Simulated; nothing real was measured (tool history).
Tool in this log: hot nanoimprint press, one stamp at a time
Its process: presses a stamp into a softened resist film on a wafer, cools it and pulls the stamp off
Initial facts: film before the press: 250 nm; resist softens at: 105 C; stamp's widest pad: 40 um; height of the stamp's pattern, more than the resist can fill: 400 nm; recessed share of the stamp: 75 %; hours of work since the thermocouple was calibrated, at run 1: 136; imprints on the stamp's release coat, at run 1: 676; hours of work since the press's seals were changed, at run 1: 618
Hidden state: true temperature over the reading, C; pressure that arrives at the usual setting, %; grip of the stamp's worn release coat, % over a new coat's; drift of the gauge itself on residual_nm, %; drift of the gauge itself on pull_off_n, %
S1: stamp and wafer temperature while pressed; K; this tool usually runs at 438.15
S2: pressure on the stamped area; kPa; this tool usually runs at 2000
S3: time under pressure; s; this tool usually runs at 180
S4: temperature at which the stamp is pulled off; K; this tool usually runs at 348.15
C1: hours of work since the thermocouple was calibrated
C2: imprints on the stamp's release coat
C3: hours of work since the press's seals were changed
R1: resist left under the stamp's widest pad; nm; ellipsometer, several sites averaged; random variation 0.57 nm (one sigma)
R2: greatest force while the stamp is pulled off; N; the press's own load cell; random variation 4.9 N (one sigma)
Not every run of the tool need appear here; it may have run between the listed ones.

run	hour	S1	S2	S3	S4	C1	C2	C3	R1	R2
1	0.0	438.15	2000	180	348.15	136	676	618	134.0	283
# hour 11.6: press's hydraulic seals changed and the load cell set to zero
2	36.4	438.15	2000	180	348.15	153	757	14	131.5	290
3	62.8	438.15	2000	180	348.15	168	832	29	131.6	286
4	104.2	438.15	2000	102	348.15	192	950	53	155.5	308
5	144.5	438.15	2000	102	348.15	215	1066	77	154.3	309
6	184.4	438.15	2000	180	355.15	238	1180	100	131.5	287
7	216.1	438.15	2000	180	355.15	256	1270	118	130.7	318
# hour 242.4: stamp cleaned and given a new release coat
8	265.1	438.15	2000	180	348.15	281	65	143	130.6	247
9	289.7	438.15	2000	180	337.15	295	135	157	129.4	263
10	331.1	438.15	2000	180	337.15	319	254	181	130.4	286
11	375.9	438.15	2000	180	337.15	345	381	207	128.4	303
12	414.0	438.15	2000	180	348.15	367	491	229	129.6	267
13	447.6	438.15	2000	180	348.15	386	586	248	129.3	275
14	474.5	438.15	2000	180	348.15	402	663	264	129.6	276
15	494.8	438.15	2000	180	348.15	414	721	275	129.7	281
16	517.7	438.15	1670	180	351.15	427	787	288	142.2	270
17	563.5	447.15	2800	107	336.15	453	917	315	87.9	329
18	607.1	447.15	1320	172	336.15	478	1042	340	115.9	349
19	635.5	438.15	1980	106	348.15	495	1123	356	150.5	327
20	668.8	430.15	1750	162	349.15	514	1219	376	185.8	314
21	700.3	446.15	2300	322	349.15	532	1308	394	69.9	325
# hour 713.6: stamp cleaned and given a new release coat
# hour 719.6: plate thermocouple calibrated
22	746.1	446.15	2970	127	349.15	15	85	415	87.3	246
23	767.4	434.15	2000	180	353.15	28	145	427	157.5	231
24	805.4	434.15	2000	180	353.15	49	254	449	156.6	239
25	833.6	439.15	2000	146	348.15	66	335	465	137.8	273
26	858.0	439.15	2000	146	348.15	80	404	479	137.4	262
27	888.9	439.15	2000	146	348.15	98	493	497	137.4	269
28	920.7	438.15	2610	314	348.15	116	583	516	96.9	274
29	961.5	438.15	2760	180	348.15	140	700	539	112.9	282

For some of the steps in R1 from one run to the next: how much would appear even if the tool had no hidden state, given the settings, what came in and random variation, and how much remains for the hidden state plus any gauge scatter that the measured result and the result without hidden state don't share?
Run 20 -> 21: S1 430.15 -> 446.15, S2 1750 -> 2300, S3 162 -> 322. R1 -115.9 nm: hidden state +3.1, all else -119.0.
Run 21 -> 22: S2 2300 -> 2970, S3 322 -> 127, stamp cleaned and given a new release coat, plate thermocouple calibrated. R1 +17.4 nm: hidden state +4.7, all else +12.7.
Run 22 -> 23: S1 446.15 -> 434.15, S2 2970 -> 2000, S3 127 -> 180, S4 349.15 -> 353.15. R1 +70.2 nm: hidden state -0.2, all else +70.4.
